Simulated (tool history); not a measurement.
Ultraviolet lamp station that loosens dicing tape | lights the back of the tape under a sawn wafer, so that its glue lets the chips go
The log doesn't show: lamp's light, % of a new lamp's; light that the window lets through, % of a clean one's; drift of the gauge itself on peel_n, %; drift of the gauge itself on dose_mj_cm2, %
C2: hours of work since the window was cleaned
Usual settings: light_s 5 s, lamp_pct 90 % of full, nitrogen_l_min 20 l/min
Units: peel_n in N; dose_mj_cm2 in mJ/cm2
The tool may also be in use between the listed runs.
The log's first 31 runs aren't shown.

{"run": 32, "hour": 851.2, "light_s": 5, "lamp_pct": 63, "nitrogen_l_min": 8, "hours of work of the lamp": 441, "C2": 41, "peel_n": 1.363, "dose_mj_cm2": 414}
{"run": 33, "hour": 873.6, "light_s": 6, "lamp_pct": 90, "nitrogen_l_min": 8, "hours of work of the lamp": 452, "C2": 52, "peel_n": 0.477, "dose_mj_cm2": 699}
{"run": 34, "hour": 898.0, "light_s": 5, "lamp_pct": 90, "nitrogen_l_min": 13, "hours of work of the lamp": 464, "C2": 64, "peel_n": 0.526, "dose_mj_cm2": 577}
{"run": 35, "hour": 916.8, "light_s": 5, "lamp_pct": 90, "nitrogen_l_min": 13, "hours of work of the lamp": 473, "C2": 73, "peel_n": 0.503, "dose_mj_cm2": 574}
{"run": 36, "hour": 934.7, "light_s": 6, "lamp_pct": 76, "nitrogen_l_min": 23, "hours of work of the lamp": 482, "C2": 82, "peel_n": 0.386, "dose_mj_cm2": 580}
{"run": 37, "hour": 959.0, "light_s": 6, "lamp_pct": 76, "nitrogen_l_min": 23, "hours of work of the lamp": 494, "C2": 93, "peel_n": 0.374, "dose_mj_cm2": 586}
{"run": 38, "hour": 994.7, "light_s": 6, "lamp_pct": 76, "nitrogen_l_min": 23, "hours of work of the lamp": 512, "C2": 111, "peel_n": 0.384, "dose_mj_cm2": 572}
{"run": 39, "hour": 1023.1, "light_s": 4, "lamp_pct": 84, "nitrogen_l_min": 7, "hours of work of the lamp": 525, "C2": 125, "peel_n": 1.427, "dose_mj_cm2": 414}
{"run": 40, "hour": 1045.4, "light_s": 5, "lamp_pct": 70, "nitrogen_l_min": 20, "hours of work of the lamp": 536, "C2": 136, "peel_n": 0.699, "dose_mj_cm2": 435}

Forecast each of these 3 alternatives for the next run:
{"run": "A", "hour": 1078.4, "light_s": 7, "lamp_pct": 90, "nitrogen_l_min": 20, "hours of work of the lamp": 553, "C2": 152, "peel_n": "?", "dose_mj_cm2": "?"}
{"run": "B", "hour": 1078.4, "light_s": 4, "lamp_pct": 62, "nitrogen_l_min": 20, "hours of work of the lamp": 553, "C2": 152, "peel_n": "?", "dose_mj_cm2": "?"}
{"run": "C", "hour": 1078.4, "light_s": 5, "lamp_pct": 61, "nitrogen_l_min": 23, "hours of work of the lamp": 553, "C2": 152, "peel_n": "?", "dose_mj_cm2": "?"}

run=A peel_n=0.275 dose_mj_cm2=776
run=B peel_n=1.396 dose_mj_cm2=308
run=C peel_n=0.89 dose_mj_cm2=377
Without the tool's hidden state the same runs would have given:
run=A peel_n=0.246 dose_mj_cm2=915
run=B peel_n=1.029 dose_mj_cm2=362
run=C peel_n=0.638 dose_mj_cm2=445
